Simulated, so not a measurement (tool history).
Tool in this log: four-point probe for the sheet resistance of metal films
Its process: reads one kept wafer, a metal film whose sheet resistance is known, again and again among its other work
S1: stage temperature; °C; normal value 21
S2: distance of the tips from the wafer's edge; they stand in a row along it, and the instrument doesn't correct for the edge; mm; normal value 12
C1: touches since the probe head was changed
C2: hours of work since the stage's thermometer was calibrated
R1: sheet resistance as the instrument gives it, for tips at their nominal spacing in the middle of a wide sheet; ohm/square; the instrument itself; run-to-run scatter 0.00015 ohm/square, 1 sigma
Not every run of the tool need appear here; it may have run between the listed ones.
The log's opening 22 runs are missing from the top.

| run | hour | S1 | S2 | C1 | C2 | R1 |
|---|---|---|---|---|---|---|
| 23 | 1184.3 | 20 | 34 | 51118 | 987 | 0.739652 |
| 24 | 1220.2 | 21 | 48 | 52417 | 1003 | 0.740053 |
| 25 | 1265.2 | 32 | 4 | 54041 | 1024 | 0.785241 |
| 26 | 1306.2 | 23 | 28 | 55524 | 1042 | 0.742311 |
| 27 | 1337.2 | 23 | 28 | 56646 | 1056 | 0.742115 |
| 28 | 1408.4 | 19 | 4 | 59218 | 1088 | 0.776942 |
| 29 | 1470.8 | 19 | 4 | 61475 | 1117 | 0.776913 |
| 30 | 1505.8 | 24 | 45 | 62739 | 1133 | 0.742469 |
| 31 | 1539.3 | 20 | 8 | 63952 | 1148 | 0.74995 |
| 32 | 1609.3 | 20 | 8 | 66482 | 1179 | 0.749773 |
| 33 | 1679.1 | 24 | 3 | 69002 | 1211 | 0.80733 |
| 34 | 1746.7 | 24 | 3 | 71448 | 1242 | 0.807506 |
| 35 | 1783.7 | 19 | 71 | 72785 | 1258 | 0.739772 |
| 36 | 1829.4 | 19 | 71 | 74436 | 1279 | 0.739795 |

5 ways to go on from here, each from the tool as it stands after run 36. What would each give?
| A | 1871.6 | 26 | 4 | 75963 | 1298 | ? |
| B | 1871.6 | 22 | 3 | 75963 | 1298 | ? |
| C | 1871.6 | 19 | 13 | 75963 | 1298 | ? |
| D | 1871.6 | 20 | 60 | 75963 | 1298 | ? |
| E | 1871.6 | 29 | 71 | 75963 | 1298 | ? |

| run | R1 |
|---|---|
| A | 0.782275 |
| B | 0.806381 |
| C | 0.743511 |
| D | 0.740441 |
| E | 0.746171 |
With the hidden condition removed and each run's random variation left untouched, the same runs would have given:
| run | R1 |
|---|---|
| A | 0.780088 |
| B | 0.80416 |
| C | 0.741454 |
| D | 0.738387 |
| E | 0.744055 |
